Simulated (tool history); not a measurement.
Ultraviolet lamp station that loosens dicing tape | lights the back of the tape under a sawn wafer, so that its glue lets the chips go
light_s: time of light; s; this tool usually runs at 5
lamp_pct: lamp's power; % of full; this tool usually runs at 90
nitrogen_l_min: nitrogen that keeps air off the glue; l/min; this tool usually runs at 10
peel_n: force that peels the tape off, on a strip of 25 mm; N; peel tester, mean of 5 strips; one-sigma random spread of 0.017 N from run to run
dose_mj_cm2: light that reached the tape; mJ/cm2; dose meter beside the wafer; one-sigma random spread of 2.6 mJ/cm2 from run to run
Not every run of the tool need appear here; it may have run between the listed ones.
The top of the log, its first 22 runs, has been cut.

{"run": 23, "hour": 331.9, "light_s": 8, "lamp_pct": 62, "nitrogen_l_min": 9, "peel_n": 1.104, "dose_mj_cm2": 301}
{"run": 24, "hour": 347.7, "light_s": 8, "lamp_pct": 62, "nitrogen_l_min": 9, "peel_n": 1.088, "dose_mj_cm2": 301}
{"run": 25, "hour": 366.1, "light_s": 4, "lamp_pct": 81, "nitrogen_l_min": 14, "peel_n": 1.825, "dose_mj_cm2": 194}
{"run": 26, "hour": 379.7, "light_s": 3, "lamp_pct": 72, "nitrogen_l_min": 3, "peel_n": 5.293, "dose_mj_cm2": 129}
{"run": 27, "hour": 390.9, "light_s": 3, "lamp_pct": 72, "nitrogen_l_min": 3, "peel_n": 5.511, "dose_mj_cm2": 128}
{"run": 28, "hour": 407.6, "light_s": 3, "lamp_pct": 96, "nitrogen_l_min": 10, "peel_n": 2.637, "dose_mj_cm2": 172}
{"run": 29, "hour": 424.0, "light_s": 3, "lamp_pct": 96, "nitrogen_l_min": 10, "peel_n": 2.629, "dose_mj_cm2": 170}
{"run": 30, "hour": 437.3, "light_s": 5, "lamp_pct": 90, "nitrogen_l_min": 3, "peel_n": 2.78, "dose_mj_cm2": 267}
{"run": 31, "hour": 452.8, "light_s": 5, "lamp_pct": 90, "nitrogen_l_min": 3, "peel_n": 2.848, "dose_mj_cm2": 263}
{"run": 32, "hour": 464.8, "light_s": 9, "lamp_pct": 90, "nitrogen_l_min": 4, "peel_n": 0.843, "dose_mj_cm2": 478}

The next listed run, before its measurement:
{"run": 33, "hour": 481.5, "light_s": 9, "lamp_pct": 96, "nitrogen_l_min": 17, "peel_n": "?", "dose_mj_cm2": "?"}

For run 33 the tool returned peel_n 0.151 N, dose_mj_cm2 509 mJ/cm2.
On a tool with no hidden condition, and with the same random variation, this run would have come out at peel_n 0.097 N, dose_mj_cm2 632 mJ/cm2.

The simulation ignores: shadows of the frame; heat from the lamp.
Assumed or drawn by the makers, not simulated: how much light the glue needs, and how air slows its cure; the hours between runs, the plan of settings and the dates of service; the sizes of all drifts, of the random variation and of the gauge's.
